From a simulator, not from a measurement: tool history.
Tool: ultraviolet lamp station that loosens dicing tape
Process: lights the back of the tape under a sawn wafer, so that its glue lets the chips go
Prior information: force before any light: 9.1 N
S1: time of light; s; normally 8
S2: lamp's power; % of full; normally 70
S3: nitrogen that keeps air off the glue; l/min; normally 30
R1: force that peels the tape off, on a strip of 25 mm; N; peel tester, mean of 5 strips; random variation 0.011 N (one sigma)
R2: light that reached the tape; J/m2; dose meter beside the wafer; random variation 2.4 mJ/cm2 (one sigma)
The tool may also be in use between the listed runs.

run    hour  S1  S2  S3     R1    R2
  1     0.0   8  70  30  0.705  2100
  2    29.5  14  70  30  0.287  3680
  3    51.6  14  70  30  0.316  3640
  4    84.7  14  70  30  0.298  3620
  5   116.9  14  70  30  0.302  3540
  6   143.4   8  70  23  0.972  2000
  7   174.0   8  70  23  1.013  1990
  8   196.8   8  70  17  1.239  1960
  9   214.8   8  70  35  0.723  1970
 10   245.7   8  85  30  0.547  2340
 11   278.3  15  85  30  0.257  4410
 12   299.0   8  70  13  1.595  1890
 13   323.5   8  70  13  1.639  1880
 14   345.5   8  70  13  1.587  1930
 15   379.4   8  70  30  0.906  1870
 16   402.2   8  70  30  0.949  1870
 17   427.9   8  86  30  0.633  2230
      434.1  -- window cleaned of glue's vapour
 18   451.8   8  86  30  0.546  2430
 19   469.8   8  86  30  0.555  2360
 20   493.0   8  86  30  0.563  2400
 21   512.1   8  70  17  1.353  1890
 22   545.5   8  70  17  1.379  1900
 23   579.1  12  70  17  0.651  2800
 24   602.3  12  66  49  0.351  2650
 25   619.4   7  63  15  2.288  1440
 26   648.9   7  63  15  2.282  1470
 27   672.7   8  98  57  0.341  2560
 28   703.6  10  64  16  1.202  2010
 29   717.8   9  76  25  0.778  2130
 30   741.3   8  70  43  0.759  1770
      763.4  -- lamp changed
 31   772.1   7  66  50  0.525  2060
 32   797.7   5  71  36  1.119  1570
 33   812.6   5  71  36  1.121  1520
 34   840.9   5  71  36  1.139  1540
 35   871.9   8  70  23  0.663  2430
 36   893.1   8  70  23  0.702  2400
 37   920.4   8  70  23  0.708  2350
 38   942.6   8  70  23  0.690  2370
 39   975.8   8  70  12  1.206  2320
 40   991.6   5  86  48  0.712  1790
 41  1014.5   5  69  11  2.616  1440
 42  1032.8  12  79  60  0.248  3930
 43  1051.9   6  72  41  0.808  1770

Here are 4 independent what-if runs from the current tool condition. What would each one return?
  A  1066.2   8  67  15   ?   ?
  B  1066.2   8  90  15   ?   ?
  C  1066.2   5  70   9   ?   ?
  D  1066.2  15  80  30   ?   ?

run     R1    R2
  A  1.183  2190
  B  0.688  2920
  C  2.962  1370
  D  0.271  4850
With the hidden condition removed and each run's random variation left untouched, the same runs would have given:
run     R1    R2
  A  0.907  2530
  B  0.524  3370
  C  2.506  1590
  D  0.265  5610
